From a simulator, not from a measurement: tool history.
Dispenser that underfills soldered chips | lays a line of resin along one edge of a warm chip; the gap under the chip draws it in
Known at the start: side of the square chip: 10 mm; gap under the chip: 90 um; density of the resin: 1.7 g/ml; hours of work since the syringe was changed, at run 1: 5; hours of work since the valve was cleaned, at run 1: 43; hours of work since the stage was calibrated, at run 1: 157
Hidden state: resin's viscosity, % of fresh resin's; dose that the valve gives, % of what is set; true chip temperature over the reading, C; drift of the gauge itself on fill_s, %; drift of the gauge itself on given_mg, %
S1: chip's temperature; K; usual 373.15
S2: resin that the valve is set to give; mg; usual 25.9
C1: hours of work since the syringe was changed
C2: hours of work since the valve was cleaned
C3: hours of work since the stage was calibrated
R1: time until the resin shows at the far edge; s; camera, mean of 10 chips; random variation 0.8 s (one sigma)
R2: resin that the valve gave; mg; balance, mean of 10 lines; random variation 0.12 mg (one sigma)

run,day,S1,S2,C1,C2,C3,R1,R2
1,0,373.15,25.9,5,43,157,85.6,24.93
# day 0.246: new syringe of resin
2,0.396,366.15,25.9,2,49,162,102.3,24.7
3,0.721,373.15,25.9,7,54,167,90.4,24.46
# day 0.854: new syringe of resin
4,1.246,373.15,25.9,6,61,175,87.3,24.36
# day 1.458: new syringe of resin
5,1.475,373.15,25.9,0,65,178,72.1,24.26
6,1.771,373.15,23.1,5,69,183,85.2,21.46
# day 2.062: new syringe of resin
7,2.15,373.15,23.1,1,75,188,77.8,21.41
8,2.496,373.15,23.1,6,80,193,89.9,21.35
# day 2.65: new syringe of resin
9,2.821,373.15,23.1,3,84,198,77.7,21.19
# day 3.242: new syringe of resin
10,3.242,365.15,23.1,0,91,204,103.1,21.08
11,3.504,373.15,29.7,4,94,208,81,27.02
12,3.717,373.15,29.7,7,98,211,88.5,26.81
# day 3.858: new syringe of resin
13,4.254,373.15,31.4,6,106,219,82.9,28.21
# day 4.458: new syringe of resin
14,4.517,373.15,31.4,1,109,223,71.1,27.87
15,4.971,373.15,31.4,8,116,230,89.4,27.8
# day 5.054: new syringe of resin
16,5.246,373.15,25.9,3,120,234,77.3,22.85
# day 5.642: new syringe of resin
17,5.65,373.15,25.9,0,126,239,71.4,22.67
18,6.162,368.15,22.9,8,134,247,116.5,20.02
# day 6.217: new syringe of resin
# day 6.288: dispensing valve cleaned and set on the balance
19,6.442,368.15,22.9,3,2,250,94.9,22.97
# day 6.862: new syringe of resin
20,6.971,384.15,25.9,2,10,258,45.4,25.93
21,7.325,360.15,25.6,7,15,264,152.2,25.31
# day 7.467: new syringe of resin
22,7.679,360.15,25.6,3,21,269,137,25.12
# day 8.058: new syringe of resin
23,8.154,362.15,27.9,1,27,276,114.8,27.24
24,8.429,364.15,30.9,6,32,280,121,30.05
# day 8.646: new syringe of resin
25,8.704,364.15,30.9,1,35,284,105.8,29.61
26,9.071,360.15,30.3,6,41,289,148.9,29.3
# day 9.25: new syringe of resin
27,9.4,372.15,30.4,2,46,294,77.6,29.26
28,9.708,366.15,26.1,7,50,298,118.1,24.84
# day 9.833: new syringe of resin
29,10.112,387.15,26.1,4,56,304,44.6,24.69
30,10.392,381.15,27.9,8,60,309,63,26.45
# day 10.429: new syringe of resin
31,10.633,381.15,27.9,3,64,312,51.8,26.46
32,10.925,368.15,33.1,7,68,316,105.2,30.87
# day 11.038: new syringe of resin
33,11.429,368.15,33.1,6,76,324,98.9,30.74
# day 11.629: new syringe of resin
34,11.754,368.15,33.1,2,80,328,87.2,30.34

The same runs without the tool's hidden state, with the same run-to-run variation:
run,R1,R2
1,73.7,26.02
2,99.7,25.92
3,75.6,25.8
4,75.3,25.91
5,73.9,25.89
6,75.6,23
7,76.1,23.07
8,74.8,23.13
9,74.2,23.08
10,105,23.11
11,73.8,29.73
12,73,29.6
13,72.1,31.43
14,72.4,31.16
15,73.8,31.3
16,74.1,25.85
17,73.2,25.79
18,92.9,22.95
19,93.4,22.94
20,46.6,26.11
21,133.7,25.62
22,131.9,25.55
23,117.9,27.88
24,109.2,30.88
25,110.1,30.56
26,130.8,30.41
27,76.6,30.49
28,101,26.02
29,42.5,26.02
30,53,28
31,52.1,28.1
32,93.1,32.94
33,90.3,33.06
34,91,32.79
